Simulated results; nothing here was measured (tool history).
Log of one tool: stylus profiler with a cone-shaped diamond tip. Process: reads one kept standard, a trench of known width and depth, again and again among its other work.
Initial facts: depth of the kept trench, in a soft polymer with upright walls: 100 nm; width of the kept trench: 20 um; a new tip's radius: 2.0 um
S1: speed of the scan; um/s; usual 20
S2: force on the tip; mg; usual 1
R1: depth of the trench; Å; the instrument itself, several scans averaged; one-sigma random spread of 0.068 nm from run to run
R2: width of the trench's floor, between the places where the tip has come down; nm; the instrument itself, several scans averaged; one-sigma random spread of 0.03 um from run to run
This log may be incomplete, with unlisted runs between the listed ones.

run	day	S1	S2	R1	R2
1	0	20	1	1006	18590
2	0.488	20	1	1007.7	18660
3	0.812	20	1	1007.7	18650
4	1.4	20	1	1008.2	18630
5	2.025	20	1	1006.7	18600
6	2.325	20	1	1006.7	18580
7	2.592	12	1	1007	18650
8	2.975	20	0.64	1005.1	18570
# day 3.046: height scale calibrated on a step standard
9	3.292	9	0.7	1004.5	18640
10	3.625	42	0.43	1004.8	18510
11	4.025	8	2.07	1011.9	18590
12	4.412	24	1.51	1009.8	18610
# day 4.975: height scale calibrated on a step standard, once more
13	5.062	62	1.51	1010.9	18460
14	5.462	74	1	1006.6	18330
15	5.879	53	2.08	1013.4	18530
16	6.417	53	2.08	1014.5	18510

Pick out some run-to-run changes in R1. Of each, how much would a tool without hidden state show as well, from the settings, what came in and chance, and how much is left for the hidden state and any gauge scatter not in both results compared?
Hidden state present: radius of the tip, um; height scale over the true one, %; drift of the gauge itself on depth_nm, %; drift of the gauge itself on floor_um, %.
Run 10 -> 11: S1 42 -> 8, S2 0.43 -> 2.07. R1 +7.1 Å: hidden state -0.1, all else +7.2.
Run 12 -> 13: S1 24 -> 62, height scale calibrated on a step standard, once more. R1 +1.1 Å: hidden state +1.4, all else -0.3.
